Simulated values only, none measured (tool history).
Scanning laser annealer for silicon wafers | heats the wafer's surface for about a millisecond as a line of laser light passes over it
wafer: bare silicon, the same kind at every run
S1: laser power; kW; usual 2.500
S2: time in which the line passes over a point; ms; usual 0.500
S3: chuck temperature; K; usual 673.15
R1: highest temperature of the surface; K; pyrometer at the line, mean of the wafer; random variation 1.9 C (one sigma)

run 1 hour=0.0 | S1=2.500 S2=0.500 S3=673.15 | R1=1367.15
run 2 hour=18.0 | S1=2.500 S2=0.500 S3=661.15 | R1=1352.15
run 3 hour=35.1 | S1=2.500 S2=0.500 S3=713.15 | R1=1404.15
run 4 hour=52.3 | S1=2.500 S2=0.500 S3=713.15 | R1=1404.15
run 5 hour=70.6 | S1=2.605 S2=0.500 S3=673.15 | R1=1390.15
run 6 hour=84.1 | S1=2.605 S2=0.606 S3=673.15 | R1=1479.15
run 7 hour=101.1 | S1=2.134 S2=0.606 S3=673.15 | R1=1314.15
run 8 hour=119.6 | S1=2.300 S2=0.500 S3=673.15 | R1=1297.15
run 9 hour=129.7 | S1=2.300 S2=0.500 S3=673.15 | R1=1295.15
run 10 hour=138.7 | S1=2.300 S2=0.415 S3=673.15 | R1=1235.15
run 11 hour=152.3 | S1=2.500 S2=0.462 S3=673.15 | R1=1324.15
-- hour=155.3 window over the wafer cleaned
run 12 hour=164.0 | S1=2.500 S2=0.462 S3=673.15 | R1=1321.15
run 13 hour=176.3 | S1=2.500 S2=0.436 S3=673.15 | R1=1303.15
run 14 hour=193.3 | S1=2.500 S2=0.371 S3=673.15 | R1=1246.15
run 15 hour=205.4 | S1=2.500 S2=0.371 S3=673.15 | R1=1245.15
run 16 hour=220.8 | S1=2.500 S2=0.477 S3=673.15 | R1=1332.15
run 17 hour=231.6 | S1=2.500 S2=0.472 S3=652.15 | R1=1301.15
run 18 hour=249.3 | S1=2.656 S2=0.469 S3=651.15 | R1=1347.15
-- hour=256.4 window over the wafer cleaned, once more
run 19 hour=266.8 | S1=2.656 S2=0.469 S3=651.15 | R1=1378.15
run 20 hour=287.0 | S1=2.656 S2=0.469 S3=651.15 | R1=1371.15
run 21 hour=306.9 | S1=2.656 S2=0.469 S3=651.15 | R1=1375.15
run 22 hour=323.3 | S1=2.524 S2=0.493 S3=660.15 | R1=1364.15
run 23 hour=341.7 | S1=2.524 S2=0.493 S3=660.15 | R1=1358.15
run 24 hour=351.6 | S1=2.644 S2=0.487 S3=673.15 | R1=1406.15
run 25 hour=366.7 | S1=2.500 S2=0.500 S3=687.15 | R1=1381.15
run 26 hour=387.6 | S1=2.500 S2=0.569 S3=673.15 | R1=1420.15
run 27 hour=400.0 | S1=2.589 S2=0.357 S3=642.15 | R1=1240.15
run 28 hour=416.8 | S1=2.628 S2=0.500 S3=669.15 | R1=1403.15
run 29 hour=428.3 | S1=2.574 S2=0.367 S3=687.15 | R1=1289.15
run 30 hour=450.6 | S1=2.500 S2=0.360 S3=654.15 | R1=1233.15

3 ways to go on from here, each from the tool as it stands after run 30. What would each give?
run A hour=471.8 | S1=2.550 S2=0.376 S3=705.15 | R1=?
run B hour=471.8 | S1=2.500 S2=0.458 S3=663.15 | R1=?
run C hour=471.8 | S1=2.201 S2=0.500 S3=673.15 | R1=?

run=A R1=1308.15
run=B R1=1319.15
run=C R1=1272.15
Without the tool's hidden state the same runs would have given:
run=A R1=1327.15
run=B R1=1339.15
run=C R1=1291.15
